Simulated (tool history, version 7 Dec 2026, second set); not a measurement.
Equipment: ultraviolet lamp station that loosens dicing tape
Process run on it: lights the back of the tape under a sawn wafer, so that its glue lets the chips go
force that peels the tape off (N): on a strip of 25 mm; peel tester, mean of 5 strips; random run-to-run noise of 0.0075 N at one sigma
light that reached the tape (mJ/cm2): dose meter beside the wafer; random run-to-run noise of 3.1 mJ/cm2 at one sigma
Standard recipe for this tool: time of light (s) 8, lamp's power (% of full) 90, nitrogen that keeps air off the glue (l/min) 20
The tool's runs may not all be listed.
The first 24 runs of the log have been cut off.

run	hour	time of light (s)	lamp's power (% of full)	nitrogen that keeps air off the glue (l/min)	force that peels the tape off (N)	light that reached the tape (mJ/cm2)
25	1041.3	8	76	6	1.137	386
26	1067.8	8	76	6	1.140	393
27	1116.4	12	76	23	0.177	589
28	1163.3	13	99	20	0.143	828
29	1198.1	15	84	29	0.138	808
# hour 1212.4: window cleaned of glue's vapour
30	1251.4	8	92	20	0.268	467
31	1289.6	13	70	21	0.188	581
32	1340.2	5	68	13	1.790	221
33	1367.9	8	62	20	0.680	315
34	1418.2	11	68	11	0.446	479
35	1476.1	11	68	11	0.450	469
36	1501.9	11	88	32	0.150	619
37	1557.2	8	63	32	0.452	323
38	1588.0	8	63	32	0.451	324
39	1613.3	8	70	13	0.695	358
40	1664.6	8	70	13	0.717	355
41	1696.6	8	70	13	0.764	361
42	1729.8	8	70	13	0.720	357
# hour 1785.2: lamp changed
43	1790.0	8	96	19	0.263	491

What if the next run were any one of these 4? Each begins from the tool's condition after run 43:
A	1832.4	8	62	7	?	?
B	1832.4	8	65	16	?	?
C	1832.4	8	96	23	?	?
D	1832.4	5	68	19	?	?

run	force that peels the tape off (N)	light that reached the tape (mJ/cm2)
A	1.502	323
B	0.707	331
C	0.232	490
D	1.411	218
With the hidden condition removed and each run's random variation left untouched, the same runs would have given:
run	force that peels the tape off (N)	light that reached the tape (mJ/cm2)
A	1.500	323
B	0.706	331
C	0.232	490
D	1.410	218
